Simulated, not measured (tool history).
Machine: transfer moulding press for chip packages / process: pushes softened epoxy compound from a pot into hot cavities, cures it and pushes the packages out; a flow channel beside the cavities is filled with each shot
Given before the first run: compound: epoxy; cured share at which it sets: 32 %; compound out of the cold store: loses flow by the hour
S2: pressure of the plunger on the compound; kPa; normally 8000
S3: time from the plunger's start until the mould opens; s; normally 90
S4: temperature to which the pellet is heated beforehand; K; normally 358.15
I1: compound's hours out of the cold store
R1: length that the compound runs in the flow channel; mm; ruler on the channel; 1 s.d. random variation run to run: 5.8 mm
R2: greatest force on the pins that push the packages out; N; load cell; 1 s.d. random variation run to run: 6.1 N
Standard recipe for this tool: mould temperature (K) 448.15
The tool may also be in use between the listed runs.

{"run": 1, "hour": 0.0, "mould temperature (K)": 448.15, "S2": 8000, "S3": 90, "S4": 358.15, "I1": 31.1, "R1": 711, "R2": 297}
{"hour": 25.3, "done": "cavities cleaned with cleaning compound and waxed"}
{"run": 2, "hour": 29.3, "mould temperature (K)": 448.15, "S2": 8000, "S3": 90, "S4": 358.15, "I1": 23.2, "R1": 763, "R2": 245}
{"run": 3, "hour": 57.2, "mould temperature (K)": 448.15, "S2": 8000, "S3": 90, "S4": 353.15, "I1": 21.8, "R1": 760, "R2": 305}
{"hour": 75.4, "done": "cavities cleaned with cleaning compound and waxed"}
{"run": 4, "hour": 75.6, "mould temperature (K)": 448.15, "S2": 8000, "S3": 90, "S4": 358.15, "I1": 23.3, "R1": 741, "R2": 232}
{"run": 5, "hour": 105.7, "mould temperature (K)": 448.15, "S2": 8000, "S3": 90, "S4": 358.15, "I1": 47.0, "R1": 659, "R2": 296}
{"hour": 125.8, "done": "cavities cleaned with cleaning compound and waxed"}
{"run": 6, "hour": 130.3, "mould temperature (K)": 448.15, "S2": 8000, "S3": 90, "S4": 358.15, "I1": 8.8, "R1": 798, "R2": 248}
{"run": 7, "hour": 155.9, "mould temperature (K)": 448.15, "S2": 8000, "S3": 90, "S4": 358.15, "I1": 28.9, "R1": 712, "R2": 298}
{"run": 8, "hour": 171.0, "mould temperature (K)": 448.15, "S2": 8000, "S3": 90, "S4": 352.15, "I1": 40.9, "R1": 668, "R2": 312}
{"hour": 175.7, "done": "cavities cleaned with cleaning compound and waxed"}
{"run": 9, "hour": 206.9, "mould temperature (K)": 448.15, "S2": 8000, "S3": 90, "S4": 358.15, "I1": 47.2, "R1": 642, "R2": 297}
{"hour": 227.1, "done": "cavities cleaned with cleaning compound and waxed"}
{"run": 10, "hour": 235.4, "mould temperature (K)": 448.15, "S2": 8000, "S3": 90, "S4": 358.15, "I1": 47.4, "R1": 641, "R2": 244}
{"run": 11, "hour": 265.9, "mould temperature (K)": 448.15, "S2": 8000, "S3": 90, "S4": 352.15, "I1": 15.3, "R1": 750, "R2": 327}
{"hour": 279.1, "done": "cavities cleaned with cleaning compound and waxed"}
{"run": 12, "hour": 283.0, "mould temperature (K)": 448.15, "S2": 8000, "S3": 72, "S4": 358.15, "I1": 10.4, "R1": 770, "R2": 318}
{"run": 13, "hour": 297.8, "mould temperature (K)": 448.15, "S2": 8000, "S3": 72, "S4": 358.15, "I1": 23.7, "R1": 712, "R2": 355}
{"run": 14, "hour": 317.4, "mould temperature (K)": 448.15, "S2": 8000, "S3": 72, "S4": 358.15, "I1": 23.0, "R1": 724, "R2": 395}
{"hour": 329.4, "done": "cavities cleaned with cleaning compound and waxed"}
{"hour": 340.3, "done": "plunger's sealing rings changed"}
{"run": 15, "hour": 352.4, "mould temperature (K)": 445.15, "S2": 8000, "S3": 94, "S4": 358.15, "I1": 46.4, "R1": 681, "R2": 286}
{"run": 16, "hour": 374.4, "mould temperature (K)": 445.15, "S2": 8000, "S3": 94, "S4": 358.15, "I1": 26.6, "R1": 743, "R2": 325}
{"hour": 382.1, "done": "cavities cleaned with cleaning compound and waxed"}
{"run": 17, "hour": 407.6, "mould temperature (K)": 440.15, "S2": 6820, "S3": 97, "S4": 359.15, "I1": 40.5, "R1": 652, "R2": 328}
{"run": 18, "hour": 424.6, "mould temperature (K)": 449.15, "S2": 8000, "S3": 90, "S4": 351.15, "I1": 45.0, "R1": 675, "R2": 311}
{"hour": 432.5, "done": "cavities cleaned with cleaning compound and waxed"}
{"run": 19, "hour": 453.1, "mould temperature (K)": 449.15, "S2": 8000, "S3": 90, "S4": 351.15, "I1": 31.1, "R1": 712, "R2": 278}
{"run": 20, "hour": 476.5, "mould temperature (K)": 447.15, "S2": 8000, "S3": 111, "S4": 350.15, "I1": 13.8, "R1": 782, "R2": 298}
{"hour": 483.3, "done": "cavities cleaned with cleaning compound and waxed"}
{"run": 21, "hour": 512.7, "mould temperature (K)": 448.15, "S2": 8000, "S3": 90, "S4": 365.15, "I1": 29.1, "R1": 714, "R2": 297}
{"hour": 528.3, "done": "mould's thermocouples calibrated"}
{"hour": 537.2, "done": "cavities cleaned with cleaning compound and waxed"}
{"run": 22, "hour": 548.3, "mould temperature (K)": 448.15, "S2": 8000, "S3": 90, "S4": 365.15, "I1": 40.5, "R1": 676, "R2": 253}
{"run": 23, "hour": 570.5, "mould temperature (K)": 448.15, "S2": 8000, "S3": 90, "S4": 365.15, "I1": 18.9, "R1": 752, "R2": 311}
{"hour": 587.0, "done": "cavities cleaned with cleaning compound and waxed"}
{"run": 24, "hour": 601.8, "mould temperature (K)": 449.15, "S2": 8000, "S3": 90, "S4": 360.15, "I1": 29.2, "R1": 727, "R2": 264}
{"hour": 637.0, "done": "cavities cleaned with cleaning compound and waxed"}
{"run": 25, "hour": 637.2, "mould temperature (K)": 449.15, "S2": 8000, "S3": 90, "S4": 360.15, "I1": 15.5, "R1": 745, "R2": 238}
{"run": 26, "hour": 656.1, "mould temperature (K)": 453.15, "S2": 7460, "S3": 111, "S4": 358.15, "I1": 13.0, "R1": 736, "R2": 259}
{"run": 27, "hour": 673.3, "mould temperature (K)": 440.15, "S2": 6360, "S3": 90, "S4": 363.15, "I1": 14.3, "R1": 700, "R2": 446}
{"hour": 688.3, "done": "cavities cleaned with cleaning compound and waxed"}
{"run": 28, "hour": 705.3, "mould temperature (K)": 440.15, "S2": 6360, "S3": 90, "S4": 363.15, "I1": 40.0, "R1": 608, "R2": 363}

Below, each run's measurement less what the same run would have read without the hidden state. Both values contain the same run-to-run variation, but the gauge's scatter may not be the same in both:
Hidden state present: true mould temperature over the reading, C; pressure that reaches the compound, % of what is set; grip of the stained cavities, % over clean ones'; drift of the gauge itself on flow_mm, %; drift of the gauge itself on push_out_n, %.
run=1 R1=-7 R2=+64
run=2 R1=-11 R2=+16
run=3 R1=-13 R2=+74
run=4 R1=-14 R2=-2
run=5 R1=-15 R2=+66
run=6 R1=-21 R2=+11
run=7 R1=-21 R2=+70
run=8 R1=-21 R2=+93
run=9 R1=-23 R2=+73
run=10 R1=-25 R2=+21
run=11 R1=-33 R2=+88
run=12 R1=-34 R2=+6
run=13 R1=-34 R2=+54
run=14 R1=-36 R2=+97
run=15 R1=-3 R2=+48
run=16 R1=-6 R2=+89
run=17 R1=-7 R2=+63
run=18 R1=-9 R2=+87
run=19 R1=-12 R2=+49
run=20 R1=-15 R2=+85
run=21 R1=-17 R2=+68
run=22 R1=-16 R2=+37
run=23 R1=-21 R2=+83
run=24 R1=-23 R2=+42
run=25 R1=-26 R2=+3
run=26 R1=-28 R2=+48
run=27 R1=-28 R2=+122
run=28 R1=-27 R2=+59

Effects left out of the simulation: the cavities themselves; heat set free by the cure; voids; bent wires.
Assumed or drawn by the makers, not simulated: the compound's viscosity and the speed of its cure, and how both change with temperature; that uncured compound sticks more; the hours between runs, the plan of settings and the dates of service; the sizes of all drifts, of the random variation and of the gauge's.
